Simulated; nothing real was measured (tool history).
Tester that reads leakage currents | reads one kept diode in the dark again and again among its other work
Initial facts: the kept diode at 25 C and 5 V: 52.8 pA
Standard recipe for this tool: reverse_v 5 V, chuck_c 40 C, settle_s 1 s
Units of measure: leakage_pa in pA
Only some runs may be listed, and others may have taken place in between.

| run | hour | reverse_v | chuck_c | settle_s | leakage_pa |
|---|---|---|---|---|---|
| 1 | 0 | 5 | 40 | 1 | 203.22 |
| 2 | 178.3 | 5 | 40 | 1 | 206.4 |
|  | 290 | probe card cleaned and baked |
| 3 | 394.7 | 5 | 40 | 1 | 201.9 |
|  | 473.3 | chuck's temperature calibrated |
| 4 | 594.5 | 5 | 54 | 1 | 496.93 |
| 5 | 771.3 | 5 | 54 | 1 | 509.04 |
| 6 | 988.2 | 5 | 54 | 1 | 518.38 |
| 7 | 1160.9 | 5 | 40 | 1 | 195.21 |
| 8 | 1360.9 | 5 | 40 | 1 | 198.91 |
| 9 | 1518.8 | 5 | 36 | 1 | 152.97 |
| 10 | 1658.7 | 5 | 36 | 1 | 155.38 |
|  | 1897.1 | chuck's temperature calibrated |
| 11 | 1897.1 | 2.13 | 40 | 1 | 134.09 |
| 12 | 2002.7 | 2.13 | 40 | 1 | 135.36 |
| 13 | 2123.1 | 4.2 | 40 | 1 | 182.01 |
| 14 | 2236.9 | 4.2 | 40 | 1 | 183.29 |
| 15 | 2441.3 | 4.2 | 40 | 1 | 188.64 |
| 16 | 2597.6 | 4.2 | 40 | 1 | 191.99 |
|  | 2642.6 | probe card cleaned and baked |
| 17 | 2804.7 | 4.2 | 40 | 1 | 186.1 |
| 18 | 2980.4 | 5 | 29 | 1 | 88.48 |
| 19 | 3202.4 | 6.62 | 40 | 1 | 234.62 |
|  | 3332.8 | chuck's temperature calibrated |
| 20 | 3342.7 | 5 | 40 | 1 | 186.41 |
| 21 | 3501.2 | 14.38 | 31 | 1 | 153.89 |
|  | 3616.4 | tester calibrated |
| 22 | 3629.7 | 1.14 | 37 | 1 | 86.82 |
| 23 | 3851 | 1.14 | 37 | 1 | 89.03 |

Run 24 comes next. What will it give?
| 24 | 3959.3 | 1.14 | 37 | 1 | ? |

{"run 24": {"leakage_pa": 90.66}}
On a tool with no hidden condition, and with the same random variation, this run would have come out at leakage_pa 80.5 pA.

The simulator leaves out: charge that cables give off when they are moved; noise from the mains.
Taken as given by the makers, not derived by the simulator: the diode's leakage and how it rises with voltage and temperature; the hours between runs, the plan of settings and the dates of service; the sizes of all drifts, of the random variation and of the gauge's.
